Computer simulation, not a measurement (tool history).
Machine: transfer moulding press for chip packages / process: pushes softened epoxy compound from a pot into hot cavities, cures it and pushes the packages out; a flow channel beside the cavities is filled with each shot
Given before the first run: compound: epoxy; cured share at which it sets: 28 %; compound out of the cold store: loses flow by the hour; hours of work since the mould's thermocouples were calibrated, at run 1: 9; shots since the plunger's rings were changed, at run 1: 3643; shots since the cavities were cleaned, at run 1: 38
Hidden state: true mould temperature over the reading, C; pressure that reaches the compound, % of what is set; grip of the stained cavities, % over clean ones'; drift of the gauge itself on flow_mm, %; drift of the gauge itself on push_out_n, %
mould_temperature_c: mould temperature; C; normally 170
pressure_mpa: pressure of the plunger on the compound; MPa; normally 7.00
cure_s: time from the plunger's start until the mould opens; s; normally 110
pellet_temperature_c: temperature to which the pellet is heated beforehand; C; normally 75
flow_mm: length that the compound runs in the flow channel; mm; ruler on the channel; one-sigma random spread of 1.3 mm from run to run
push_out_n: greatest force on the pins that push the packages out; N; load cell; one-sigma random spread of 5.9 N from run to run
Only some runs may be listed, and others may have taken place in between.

run	hour	mould_temperature_c	pressure_mpa	cure_s	pellet_temperature_c	hours of work since the mould's thermocouples were calibrated	shots since the plunger's rings were changed	shots since the cavities were cleaned	incoming compound's hours out of the cold store	flow_mm	push_out_n
1	0.0	170	7.00	110	75	9	3643	38	29.6	662	244
2	5.2	170	7.00	110	76	12	3681	76	29.9	657	244
3	15.2	170	7.00	110	76	16	3757	152	12.0	714	315
4	24.5	170	6.04	110	75	21	3827	222	22.2	632	318
5	29.3	170	7.00	110	75	23	3863	258	14.4	705	355
6	36.4	170	7.00	110	75	27	3916	311	34.4	642	344
7	40.8	170	7.00	110	65	29	3949	344	38.1	631	358
8	51.0	170	7.00	110	65	34	4026	421	16.8	698	385
9	55.5	175	7.00	110	75	36	4060	455	11.1	702	341
10	63.3	175	7.63	110	75	40	4119	514	47.3	615	350
# hour 65.6: cavities cleaned with cleaning compound and waxed
11	75.1	175	7.63	110	75	45	4196	71	44.0	625	421
# hour 83.7: plunger's sealing rings changed
12	87.2	175	7.63	110	75	50	26	144	41.2	660	433
13	97.6	175	7.63	110	75	55	104	222	14.9	746	450
14	104.8	170	7.00	110	83	58	158	276	26.9	690	481
15	114.3	170	7.00	110	83	63	230	348	46.3	625	491
16	119.6	170	7.05	124	72	66	270	388	17.8	721	466
# hour 124.1: cavities cleaned with cleaning compound and waxed, once more
17	125.5	170	6.50	121	75	68	303	10	23.4	674	207
18	130.4	170	6.50	121	75	70	340	47	22.6	677	230
19	137.6	170	6.04	110	85	74	394	101	19.2	662	272
20	143.5	178	8.20	110	67	77	439	146	9.6	783	256
21	151.8	178	8.20	110	67	81	501	208	15.2	763	264
22	158.9	176	7.10	126	78	84	554	261	43.1	625	284
23	163.3	171	7.00	110	79	86	587	294	20.1	707	335
24	174.0	170	7.00	102	76	92	668	375	18.7	712	404
25	180.7	170	7.00	107	78	95	719	426	38.7	648	375

Here are 3 independent what-if runs from the current tool condition. What would each one return?
A	185.7	170	6.90	146	78	97	756	463	18.9	?	?
B	185.7	170	7.00	118	75	97	756	463	41.3	?	?
C	185.7	170	5.74	128	73	97	756	463	20.2	?	?

run	flow_mm	push_out_n
A	709	335
B	640	344
C	639	354
With the hidden condition removed and each run's random variation left untouched, the same runs would have given:
run	flow_mm	push_out_n
A	715	188
B	645	192
C	644	200

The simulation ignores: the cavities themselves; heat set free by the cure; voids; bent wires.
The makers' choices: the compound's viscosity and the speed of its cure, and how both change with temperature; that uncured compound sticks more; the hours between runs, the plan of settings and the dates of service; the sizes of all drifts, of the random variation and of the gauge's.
